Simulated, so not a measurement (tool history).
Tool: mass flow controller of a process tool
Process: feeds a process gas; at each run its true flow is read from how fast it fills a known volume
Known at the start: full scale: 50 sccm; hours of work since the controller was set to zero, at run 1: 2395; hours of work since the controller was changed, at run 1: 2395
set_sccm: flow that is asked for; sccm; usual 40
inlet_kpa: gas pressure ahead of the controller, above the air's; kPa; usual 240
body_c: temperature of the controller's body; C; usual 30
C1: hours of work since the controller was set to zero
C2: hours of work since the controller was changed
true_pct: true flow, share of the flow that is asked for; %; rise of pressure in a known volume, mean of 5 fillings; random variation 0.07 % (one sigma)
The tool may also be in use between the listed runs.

run 1 hour=0 | set_sccm=40 inlet_kpa=240 body_c=30 | C1=2395 C2=2395 | true_pct=99.73
run 2 hour=65.3 | set_sccm=11 inlet_kpa=240 body_c=30 | C1=2443 C2=2443 | true_pct=99.6
run 3 hour=167.1 | set_sccm=11 inlet_kpa=240 body_c=30 | C1=2517 C2=2517 | true_pct=99.55
run 4 hour=257.7 | set_sccm=12 inlet_kpa=240 body_c=30 | C1=2583 C2=2583 | true_pct=99.61
run 5 hour=319.7 | set_sccm=40 inlet_kpa=240 body_c=29 | C1=2628 C2=2628 | true_pct=99.87
run 6 hour=387.8 | set_sccm=40 inlet_kpa=240 body_c=29 | C1=2678 C2=2678 | true_pct=99.77
run 7 hour=434 | set_sccm=40 inlet_kpa=240 body_c=23 | C1=2712 C2=2712 | true_pct=100.29
run 8 hour=521.3 | set_sccm=40 inlet_kpa=240 body_c=23 | C1=2775 C2=2775 | true_pct=100.33
run 9 hour=574.1 | set_sccm=40 inlet_kpa=240 body_c=30 | C1=2814 C2=2814 | true_pct=99.75
run 10 hour=652.8 | set_sccm=40 inlet_kpa=240 body_c=30 | C1=2871 C2=2871 | true_pct=99.63
run 11 hour=705.9 | set_sccm=40 inlet_kpa=240 body_c=30 | C1=2910 C2=2910 | true_pct=99.82
run 12 hour=771.6 | set_sccm=41 inlet_kpa=240 body_c=30 | C1=2958 C2=2958 | true_pct=99.81
run 13 hour=819.2 | set_sccm=41 inlet_kpa=240 body_c=30 | C1=2993 C2=2993 | true_pct=99.79
run 14 hour=898.7 | set_sccm=41 inlet_kpa=240 body_c=30 | C1=3051 C2=3051 | true_pct=99.83
run 15 hour=964.8 | set_sccm=41 inlet_kpa=240 body_c=30 | C1=3099 C2=3099 | true_pct=99.71
run 16 hour=1049.7 | set_sccm=26 inlet_kpa=240 body_c=30 | C1=3161 C2=3161 | true_pct=99.67
run 17 hour=1127.4 | set_sccm=40 inlet_kpa=240 body_c=34 | C1=3217 C2=3217 | true_pct=99.59
run 18 hour=1189.1 | set_sccm=40 inlet_kpa=240 body_c=34 | C1=3262 C2=3262 | true_pct=99.42
run 19 hour=1250.2 | set_sccm=40 inlet_kpa=240 body_c=23 | C1=3307 C2=3307 | true_pct=100.27
run 20 hour=1316.9 | set_sccm=40 inlet_kpa=240 body_c=30 | C1=3356 C2=3356 | true_pct=99.74
run 21 hour=1363.1 | set_sccm=40 inlet_kpa=240 body_c=34 | C1=3389 C2=3389 | true_pct=99.46
run 22 hour=1413.1 | set_sccm=40 inlet_kpa=240 body_c=34 | C1=3426 C2=3426 | true_pct=99.56
run 23 hour=1516.5 | set_sccm=40 inlet_kpa=240 body_c=30 | C1=3501 C2=3501 | true_pct=99.75
run 24 hour=1576.8 | set_sccm=40 inlet_kpa=240 body_c=30 | C1=3545 C2=3545 | true_pct=99.7
run 25 hour=1657 | set_sccm=40 inlet_kpa=240 body_c=30 | C1=3604 C2=3604 | true_pct=99.87
run 26 hour=1747 | set_sccm=6 inlet_kpa=194 body_c=30 | C1=3669 C2=3669 | true_pct=99.31
run 27 hour=1844 | set_sccm=32 inlet_kpa=178 body_c=23 | C1=3740 C2=3740 | true_pct=99.86
run 28 hour=1891.7 | set_sccm=32 inlet_kpa=178 body_c=23 | C1=3775 C2=3775 | true_pct=99.93
run 29 hour=1942.2 | set_sccm=9 inlet_kpa=169 body_c=30 | C1=3812 C2=3812 | true_pct=99.2
run 30 hour=2023.3 | set_sccm=9 inlet_kpa=169 body_c=30 | C1=3871 C2=3871 | true_pct=99.36
run 31 hour=2085.7 | set_sccm=9 inlet_kpa=169 body_c=30 | C1=3916 C2=3916 | true_pct=99.11
run 32 hour=2179.4 | set_sccm=9 inlet_kpa=169 body_c=30 | C1=3985 C2=3985 | true_pct=99.27
run 33 hour=2266.9 | set_sccm=9 inlet_kpa=169 body_c=30 | C1=4048 C2=4048 | true_pct=99.21
run 34 hour=2337.6 | set_sccm=9 inlet_kpa=169 body_c=30 | C1=4100 C2=4100 | true_pct=99.16
run 35 hour=2399.8 | set_sccm=9 inlet_kpa=169 body_c=30 | C1=4145 C2=4145 | true_pct=99.25
run 36 hour=2459.6 | set_sccm=6 inlet_kpa=189 body_c=31 | C1=4189 C2=4189 | true_pct=99.33
run 37 hour=2535.6 | set_sccm=34 inlet_kpa=244 body_c=24 | C1=4244 C2=4244 | true_pct=100.18
run 38 hour=2622.2 | set_sccm=34 inlet_kpa=244 body_c=24 | C1=4307 C2=4307 | true_pct=100.19
run 39 hour=2714.8 | set_sccm=18 inlet_kpa=226 body_c=37 | C1=4375 C2=4375 | true_pct=99.14
run 40 hour=2806.7 | set_sccm=35 inlet_kpa=151 body_c=26 | C1=4442 C2=4442 | true_pct=99.5
run 41 hour=2900.1 | set_sccm=7 inlet_kpa=189 body_c=29 | C1=4510 C2=4510 | true_pct=99.36
run 42 hour=2956.5 | set_sccm=8 inlet_kpa=239 body_c=28 | C1=4551 C2=4551 | true_pct=99.82
run 43 hour=3007.8 | set_sccm=8 inlet_kpa=239 body_c=28 | C1=4589 C2=4589 | true_pct=99.86
run 44 hour=3105.3 | set_sccm=13 inlet_kpa=217 body_c=30 | C1=4660 C2=4660 | true_pct=99.49
run 45 hour=3153.1 | set_sccm=13 inlet_kpa=217 body_c=30 | C1=4695 C2=4695 | true_pct=99.55
run 46 hour=3223.1 | set_sccm=40 inlet_kpa=163 body_c=30 | C1=4746 C2=4746 | true_pct=99.35
run 47 hour=3305.6 | set_sccm=19 inlet_kpa=145 body_c=22 | C1=4806 C2=4806 | true_pct=99.77
run 48 hour=3374.8 | set_sccm=19 inlet_kpa=145 body_c=22 | C1=4856 C2=4856 | true_pct=99.86
run 49 hour=3463.4 | set_sccm=19 inlet_kpa=145 body_c=22 | C1=4921 C2=4921 | true_pct=99.79

Forecast each of these 3 alternatives for the next run:
run A hour=3539.9 | set_sccm=9 inlet_kpa=205 body_c=22 | C1=4977 C2=4977 | true_pct=?
run B hour=3539.9 | set_sccm=44 inlet_kpa=145 body_c=22 | C1=4977 C2=4977 | true_pct=?
run C hour=3539.9 | set_sccm=41 inlet_kpa=184 body_c=39 | C1=4977 C2=4977 | true_pct=?

run=A true_pct=99.92
run=B true_pct=99.91
run=C true_pct=99.02
Without the tool's hidden state the same runs would have given:
run=A true_pct=99.9
run=B true_pct=99.9
run=C true_pct=99.01

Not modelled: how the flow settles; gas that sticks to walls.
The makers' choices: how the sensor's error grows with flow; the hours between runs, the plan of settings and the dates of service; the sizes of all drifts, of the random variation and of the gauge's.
